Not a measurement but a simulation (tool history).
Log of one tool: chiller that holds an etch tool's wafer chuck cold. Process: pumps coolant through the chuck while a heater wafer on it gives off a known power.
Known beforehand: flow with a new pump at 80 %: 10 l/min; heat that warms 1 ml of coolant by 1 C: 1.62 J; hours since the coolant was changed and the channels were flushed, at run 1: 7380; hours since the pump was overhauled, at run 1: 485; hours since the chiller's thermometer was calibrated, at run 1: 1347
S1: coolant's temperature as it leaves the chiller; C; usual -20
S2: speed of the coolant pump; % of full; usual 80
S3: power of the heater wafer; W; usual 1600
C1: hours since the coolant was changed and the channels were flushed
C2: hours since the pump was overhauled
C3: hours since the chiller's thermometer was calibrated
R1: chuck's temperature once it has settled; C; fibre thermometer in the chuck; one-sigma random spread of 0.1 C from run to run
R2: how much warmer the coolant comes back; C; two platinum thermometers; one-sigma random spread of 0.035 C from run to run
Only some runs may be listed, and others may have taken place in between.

Run 1, hour 0.0: usual settings; C1 7380; C2 485; C3 1347. Result: R1 -7.1 C, R2 5.86 C.
Run 2, hour 31.5: usual settings; C1 7412; C2 516; C3 1379. Result: R1 -7.1 C, R2 5.87 C.
Run 3, hour 61.9: usual settings but S2 68 % of full; C1 7442; C2 546; C3 1409. Result: R1 -5.7 C, R2 7.08 C.
Run 4, hour 83.3: usual settings but S2 68 % of full; C1 7464; C2 568; C3 1431. Result: R1 -5.5 C, R2 7.12 C.
Run 5, hour 108.7: usual settings but S3 1551 W; C1 7489; C2 593; C3 1456. Result: R1 -7.6 C, R2 5.77 C.
Run 6, hour 139.8: usual settings; C1 7520; C2 624; C3 1487. Result: R1 -7.1 C, R2 5.89 C.
Run 7, hour 159.1: usual settings; C1 7539; C2 644; C3 1507. Result: R1 -7.1 C, R2 5.92 C.
Run 8, hour 191.4: usual settings; C1 7572; C2 676; C3 1539. Result: R1 -7.1 C, R2 5.92 C.
Run 9, hour 222.1: usual settings; C1 7602; C2 707; C3 1570. Result: R1 -7.2 C, R2 5.84 C.
Run 10, hour 251.6: usual settings; C1 7632; C2 736; C3 1599. Result: R1 -7.1 C, R2 5.95 C.
Run 11, hour 281.6: usual settings; C1 7662; C2 766; C3 1629. Result: R1 -7.2 C, R2 5.94 C.
Run 12, hour 307.6: usual settings; C1 7688; C2 792; C3 1655. Result: R1 -6.9 C, R2 5.87 C.
Run 13, hour 324.6: usual settings but S1 -13 C; C1 7705; C2 809; C3 1672. Result: R1 0.0 C, R2 5.94 C.
Run 14, hour 352.3: usual settings; C1 7733; C2 837; C3 1700. Result: R1 -7.1 C, R2 5.98 C.
Run 15, hour 383.8: usual settings; C1 7764; C2 868; C3 1731. Result: R1 -7.0 C, R2 5.92 C.
Run 16, hour 400.0: usual settings; C1 7780; C2 885; C3 1747. Result: R1 -7.1 C, R2 5.92 C.
Run 17, hour 431.9: usual settings but S1 -23 C, S3 2196 W; C1 7812; C2 916; C3 1779. Result: R1 -5.2 C, R2 8.18 C.
Run 18, hour 449.3: usual settings but S1 -22 C, S2 75 % of full, S3 1849 W; C1 7830; C2 934; C3 1797. Result: R1 -6.3 C, R2 7.38 C.
Run 19, hour 464.9: usual settings but S1 -22 C, S2 75 % of full, S3 1849 W; C1 7845; C2 949; C3 1812. Result: R1 -6.3 C, R2 7.36 C.
Run 20, hour 499.9: usual settings but S1 -11 C, S3 1477 W; C1 7880; C2 984; C3 1847. Result: R1 0.9 C, R2 5.48 C.
Run 21, hour 533.6: usual settings but S2 70 % of full; C1 7914; C2 1018; C3 1881. Result: R1 -5.6 C, R2 6.95 C.
Run 22, hour 569.0: usual settings but S2 70 % of full; C1 7949; C2 1054; C3 1916. Result: R1 -5.6 C, R2 6.95 C.
Run 23, hour 602.8: usual settings but S2 68 % of full, S3 842 W; C1 7983; C2 1087; C3 1950. Result: R1 -12.3 C, R2 3.79 C.
Run 24, hour 627.1: usual settings but S2 67 % of full, S3 1612 W; C1 8007; C2 1112; C3 1975. Result: R1 -5.0 C, R2 7.29 C.
Run 25, hour 642.6: usual settings but S2 67 % of full, S3 1612 W; C1 8023; C2 1127; C3 1990. Result: R1 -5.0 C, R2 7.41 C.
Run 26, hour 672.7: usual settings but S2 87 % of full; C1 8053; C2 1157; C3 2020. Result: R1 -7.6 C, R2 5.43 C.
Run 27, hour 705.4: usual settings but S2 87 % of full; C1 8086; C2 1190; C3 2053. Result: R1 -7.6 C, R2 5.36 C.
Run 28, hour 722.1: usual settings but S2 87 % of full; C1 8102; C2 1207; C3 2070. Result: R1 -7.5 C, R2 5.42 C.
Run 29, hour 741.2: usual settings but S1 -12 C, S2 82 % of full; C1 8121; C2 1226; C3 2089. Result: R1 0.8 C, R2 5.73 C.
Run 30, hour 770.8: usual settings but S1 -27 C, S2 82 % of full, S3 1042 W; C1 8151; C2 1255; C3 2118. Result: R1 -18.5 C, R2 3.78 C.
Run 31, hour 795.8: usual settings but S2 89 % of full; C1 8176; C2 1280; C3 2143. Result: R1 -7.7 C, R2 5.28 C.
Run 32, hour 823.5: usual settings but S1 -21 C, S3 947 W; C1 8204; C2 1308; C3 2171. Result: R1 -13.2 C, R2 3.51 C.

3 options for the next run, each taken on its own from the tool as it stands now. Forecast them:
Run A, hour 860.3: usual settings but S1 -19 C, S2 61 % of full, S3 1544 W; C1 8241; C2 1345; C3 2208. Result: R1 ?, R2 ?.
Run B, hour 860.3: usual settings but S3 880 W; C1 8241; C2 1345; C3 2208. Result: R1 ?, R2 ?.
Run C, hour 860.3: usual settings but S1 -14 C, S2 95 % of full; C1 8241; C2 1345; C3 2208. Result: R1 ?, R2 ?.

run     R1    R2
  A   -3.6  7.76
  B  -12.6  3.32
  C   -2.0  4.84
Without the tool's hidden state the same runs would have given:
run     R1    R2
  A   -6.2  7.69
  B  -14.0  3.29
  C   -4.1  4.80
